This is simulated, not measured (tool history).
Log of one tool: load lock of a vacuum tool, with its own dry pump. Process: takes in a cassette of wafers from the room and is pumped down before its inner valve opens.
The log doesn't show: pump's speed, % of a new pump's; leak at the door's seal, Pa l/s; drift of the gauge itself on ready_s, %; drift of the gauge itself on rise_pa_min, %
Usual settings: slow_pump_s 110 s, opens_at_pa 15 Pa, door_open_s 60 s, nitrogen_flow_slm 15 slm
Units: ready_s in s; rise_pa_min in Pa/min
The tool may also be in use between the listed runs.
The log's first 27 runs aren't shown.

run,hour,slow_pump_s,opens_at_pa,door_open_s,nitrogen_flow_slm,hours that the pump has run since its overhaul,times that the door has closed on its seal,"incoming humidity of the room's air, %",ready_s,rise_pa_min
28,2662.1,100,27,215,43,7203,8875,43.2,151.5,0.032
29,2749.5,88,15,215,4,7290,9028,46.1,145.2,0.086
30,2832.5,88,15,215,4,7373,9173,45.1,145.4,0.084
31,2935.7,59,15,59,4,7476,9353,44.9,118.2,0.047
32,3004.1,98,12,49,27,7545,9473,43.7,155.2,0.023
33,3065.9,97,15,60,12,7606,9580,45.4,153.7,0.038
34,3158.6,97,15,60,12,7699,9742,46.0,152.6,0.037
35,3273.8,159,12,225,13,7814,9944,44.7,211.4,0.056
36,3396.5,65,15,60,15,7937,10158,46.6,124.2,0.035

Forecast each of these 3 alternatives for the next run:
A,3530.1,65,15,114,15,8071,10392,45.2,?,?
B,3530.1,60,15,60,15,8071,10392,43.8,?,?
C,3530.1,220,15,60,27,8071,10392,43.3,?,?

run,ready_s,rise_pa_min
A,124.8,0.042
B,119.1,0.032
C,264.5,0.028
Without the tool's hidden state the same runs would have given:
run,ready_s,rise_pa_min
A,124.7,0.042
B,119.0,0.032
C,264.4,0.028
